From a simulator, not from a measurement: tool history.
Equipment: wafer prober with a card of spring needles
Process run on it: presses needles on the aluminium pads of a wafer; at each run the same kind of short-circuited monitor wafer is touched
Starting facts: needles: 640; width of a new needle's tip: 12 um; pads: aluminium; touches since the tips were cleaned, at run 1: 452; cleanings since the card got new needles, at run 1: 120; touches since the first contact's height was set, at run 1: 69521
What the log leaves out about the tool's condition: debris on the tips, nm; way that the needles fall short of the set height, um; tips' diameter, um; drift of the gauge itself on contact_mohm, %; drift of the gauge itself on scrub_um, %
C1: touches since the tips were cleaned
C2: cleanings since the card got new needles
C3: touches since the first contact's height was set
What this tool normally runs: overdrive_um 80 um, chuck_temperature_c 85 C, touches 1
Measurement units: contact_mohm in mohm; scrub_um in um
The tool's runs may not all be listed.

Run 1, hour 0: usual settings; C1 452; C2 120; C3 69521. Result: contact_mohm 197 mohm, scrub_um 15.96 um.
At hour 3.4: tips cleaned on abrasive film.
At hour 7.8: tips cleaned on abrasive film.
At hour 11.3: tips cleaned on abrasive film.
Run 2, hour 14.6: usual settings but chuck_temperature_c 57 C; C1 1935; C2 123; C3 77921. Result: contact_mohm 221 mohm, scrub_um 15.97 um.
At hour 15.5: tips cleaned on abrasive film.
At hour 19.8: tips cleaned on abrasive film.
At hour 24: tips cleaned on abrasive film.
Run 3, hour 26.9: usual settings but chuck_temperature_c 57 C; C1 1679; C2 126; C3 84971. Result: contact_mohm 217 mohm, scrub_um 15.97 um.
At hour 27.7: tips cleaned on abrasive film.
At hour 32.1: tips cleaned on abrasive film.
At hour 36.5: tips cleaned on abrasive film.
Run 4, hour 39: usual settings but chuck_temperature_c 57 C; C1 1501; C2 129; C3 91958. Result: contact_mohm 218 mohm, scrub_um 15.94 um.
At hour 40.8: tips cleaned on abrasive film.
At hour 45.1: tips cleaned on abrasive film.
At hour 49.3: tips cleaned on abrasive film.
Run 5, hour 51.4: usual settings but chuck_temperature_c 69 C; C1 1205; C2 132; C3 99043. Result: contact_mohm 217 mohm, scrub_um 15.91 um.
At hour 53.2: tips cleaned on abrasive film.
At hour 57.6: tips cleaned on abrasive film.
At hour 61.2: height of the first contact set anew.
At hour 62.1: tips cleaned on abrasive film.
At hour 66.4: tips cleaned on abrasive film.
Run 6, hour 67.1: usual settings but chuck_temperature_c 69 C, touches 2; C1 406; C2 136; C3 3354. Result: contact_mohm 187 mohm, scrub_um 16.54 um.
At hour 70.6: tips cleaned on abrasive film.
At hour 74.1: tips cleaned on abrasive film.
Run 7, hour 75: usual settings but chuck_temperature_c 69 C, touches 2; C1 556; C2 138; C3 7916. Result: contact_mohm 186 mohm, scrub_um 16.59 um.
At hour 77.7: tips cleaned on abrasive film.
At hour 81.9: tips cleaned on abrasive film.
At hour 86.3: tips cleaned on abrasive film.
Run 8, hour 88.3: usual settings but chuck_temperature_c 69 C, touches 2; C1 1170; C2 141; C3 15541. Result: contact_mohm 194 mohm, scrub_um 16.63 um.
At hour 90: tips cleaned on abrasive film.
At hour 94.4: tips cleaned on abrasive film.
Run 9, hour 96.6: usual settings but overdrive_um 60 um, chuck_temperature_c 52 C, touches 2; C1 1277; C2 143; C3 20297. Result: contact_mohm 213 mohm, scrub_um 12.33 um.
At hour 98.4: tips cleaned on abrasive film.
At hour 102.6: tips cleaned on abrasive film.
Run 10, hour 104.4: usual settings but overdrive_um 93 um, chuck_temperature_c 76 C, touches 2; C1 1079; C2 145; C3 24796. Result: contact_mohm 186 mohm, scrub_um 19.33 um.
At hour 106.2: tips cleaned on abrasive film.
At hour 110.6: tips cleaned on abrasive film.
At hour 114.9: tips cleaned on abrasive film.
Run 11, hour 117.5: usual settings but overdrive_um 88 um, chuck_temperature_c 27 C; C1 1525; C2 148; C3 32330. Result: contact_mohm 203 mohm, scrub_um 18.11 um.
At hour 118.5: tips cleaned on abrasive film.
At hour 122.7: tips cleaned on abrasive film.
At hour 126.8: tips cleaned on abrasive film.
Run 12, hour 126.9: usual settings but overdrive_um 75 um; C1 47; C2 151; C3 37665. Result: contact_mohm 183 mohm, scrub_um 15.4 um.

Consider 3 possible next runs. They are alternatives, not a sequence: every one starts from the tool as it was left by run 12. What does each give?
At hour 131.2: tips cleaned on abrasive film.
At hour 134.7: tips cleaned on abrasive film.
At hour 139: tips cleaned on abrasive film.
At hour 142.9: tips cleaned on abrasive film.
Run A, hour 142.9: usual settings but overdrive_um 69 um, chuck_temperature_c 121 C; C1 0; C2 155; C3 46831. Result: contact_mohm ?, scrub_um ?.
At hour 131.2: tips cleaned on abrasive film.
At hour 134.7: tips cleaned on abrasive film.
At hour 139: tips cleaned on abrasive film.
At hour 142.9: tips cleaned on abrasive film.
Run B, hour 142.9: usual settings but overdrive_um 64 um, chuck_temperature_c 89 C, touches 3; C1 0; C2 155; C3 46831. Result: contact_mohm ?, scrub_um ?.
At hour 131.2: tips cleaned on abrasive film.
At hour 134.7: tips cleaned on abrasive film.
At hour 139: tips cleaned on abrasive film.
At hour 142.9: tips cleaned on abrasive film.
Run C, hour 142.9: usual settings but chuck_temperature_c 82 C, touches 2; C1 0; C2 155; C3 46831. Result: contact_mohm ?, scrub_um ?.

run  contact_mohm  scrub_um
  A           190     13.88
  B           183     12.63
  C           179     15.97
With no hidden state in the tool, these same runs would have given:
run  contact_mohm  scrub_um
  A           184     14.36
  B           178      13.1
  C           175     16.45
